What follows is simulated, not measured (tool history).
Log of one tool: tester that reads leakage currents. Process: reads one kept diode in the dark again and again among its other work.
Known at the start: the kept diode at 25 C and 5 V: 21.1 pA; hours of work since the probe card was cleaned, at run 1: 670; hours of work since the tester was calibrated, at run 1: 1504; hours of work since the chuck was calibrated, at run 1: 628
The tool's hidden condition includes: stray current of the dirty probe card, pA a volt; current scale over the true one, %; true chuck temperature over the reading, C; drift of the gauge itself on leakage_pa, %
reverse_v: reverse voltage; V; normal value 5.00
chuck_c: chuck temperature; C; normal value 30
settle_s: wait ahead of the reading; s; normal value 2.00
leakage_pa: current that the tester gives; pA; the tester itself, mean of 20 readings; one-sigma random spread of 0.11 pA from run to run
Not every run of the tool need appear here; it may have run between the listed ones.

run,day,reverse_v,chuck_c,settle_s,hours of work since the probe card was cleaned,hours of work since the tester was calibrated,hours of work since the chuck was calibrated,leakage_pa
1,0.000,5.00,30,2.00,670,1504,628,34.14
2,0.954,5.00,30,2.00,680,1514,638,34.28
3,1.942,5.00,30,2.00,691,1524,649,34.28
4,3.925,5.00,30,2.00,712,1545,670,34.41
5,5.675,5.00,30,2.00,730,1564,688,34.36
6,6.900,5.00,30,2.00,743,1577,701,34.28
7,7.838,15.36,30,2.00,753,1587,711,67.77
8,9.371,15.36,30,2.00,769,1603,727,68.27
9,11.562,13.81,30,2.00,792,1626,750,63.59
10,12.658,5.00,30,2.00,804,1637,762,34.52
11,13.746,5.00,30,2.00,815,1649,773,34.54
12,15.300,5.00,30,1.69,831,1665,790,34.61
13,16.350,5.00,30,1.69,842,1676,801,34.70
14,18.058,5.00,30,2.00,860,1694,819,34.70
# day 18.346: chuck's temperature calibrated
15,19.654,5.00,30,1.07,876,1710,14,35.97
16,20.912,5.00,47,1.99,890,1723,27,111.89
17,22.958,2.22,30,1.41,911,1745,49,21.82
18,23.921,2.07,30,1.21,921,1755,59,21.15
# day 24.408: chuck's temperature calibrated, once more
19,25.138,2.07,30,1.21,933,1767,8,20.07
20,26.508,2.07,30,1.21,948,1782,22,20.11
21,28.217,5.00,37,0.67,966,1800,40,56.38
22,29.567,3.14,30,2.00,980,1814,54,25.61
23,31.588,5.00,28,0.43,1001,1835,76,32.81
24,33.188,3.31,32,0.43,1018,1852,93,32.40
25,34.292,1.09,47,2.00,1030,1864,104,44.33
26,36.004,10.90,26,1.06,1048,1882,122,43.21
27,37.367,10.90,31,1.06,1062,1896,137,59.88
28,39.588,2.62,41,5.31,1086,1919,160,49.29
29,41.846,2.62,41,5.31,1109,1943,184,49.47
30,43.646,2.62,46,1.50,1128,1962,203,69.54

What if the next run were any one of these 3? Each begins from the tool's condition after run 30:
A,45.442,2.64,34,3.18,1147,1981,222,?
B,45.442,5.00,49,2.00,1147,1981,222,?
C,45.442,2.25,58,2.00,1147,1981,222,?

run,leakage_pa
A,30.80
B,123.70
C,138.21
Stripped of hidden state, with their random variation kept, the same runs would have yielded:
run,leakage_pa
A,29.24
B,119.25
C,134.32
